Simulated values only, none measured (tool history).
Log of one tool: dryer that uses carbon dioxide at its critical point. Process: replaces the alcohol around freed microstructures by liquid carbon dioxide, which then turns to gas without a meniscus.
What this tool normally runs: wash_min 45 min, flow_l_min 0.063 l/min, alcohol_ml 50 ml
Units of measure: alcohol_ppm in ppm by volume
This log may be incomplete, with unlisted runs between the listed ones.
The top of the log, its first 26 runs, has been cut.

run   hour  wash_min  flow_l_min  alcohol_ml  alcohol_ppm
 27  173.5        34       0.041         112        25593
 28  180.1        34       0.041         112        25310
 29  188.8        35      0.0992          72          567
 30  197.5        35      0.0992          72          575
 31  206.3        31      0.0934          50          986
 32  212.5        45      0.0938          50          182
 33  218.4        45      0.0938          50          186
 34  222.9        49      0.0938          50          133
 35  231.3        49      0.0938          50          143
 36  240.7        45      0.0759          74          744
 37  248.5        40      0.0915          68          466
 38  257.1        35      0.0773          50         1491
 39  262.5        61      0.0462          22          670
 40  271.2        66      0.0431          26          758
 41  280.4        45      0.0438          50         5016
 42  287.9        46      0.1023          59          153
 43  293.8        45      0.0563          45         1934
 44  301.1        29       0.063          20         2505
 45  308.5        44      0.0648          21          599
 46  317.7        27      0.0648          21         3025

5 options for the next run, each taken on its own from the tool as it stands now. Forecast them:
  A  324.9        27      0.0648          31            ?
  B  324.9        50      0.0405          21            ?
  C  324.9        69      0.1047          50            ?
  D  324.9        27      0.0787          21            ?
  E  324.9        27      0.0648          25            ?

run  alcohol_ppm
  A         4262
  B         2110
  C          100
  D         1669
  E         3529
The same runs, with their run-to-run variation unchanged, on a tool lacking any hidden condition would have given:
run  alcohol_ppm
  A         2595
  B         1184
  C            8
  D          887
  E         2142
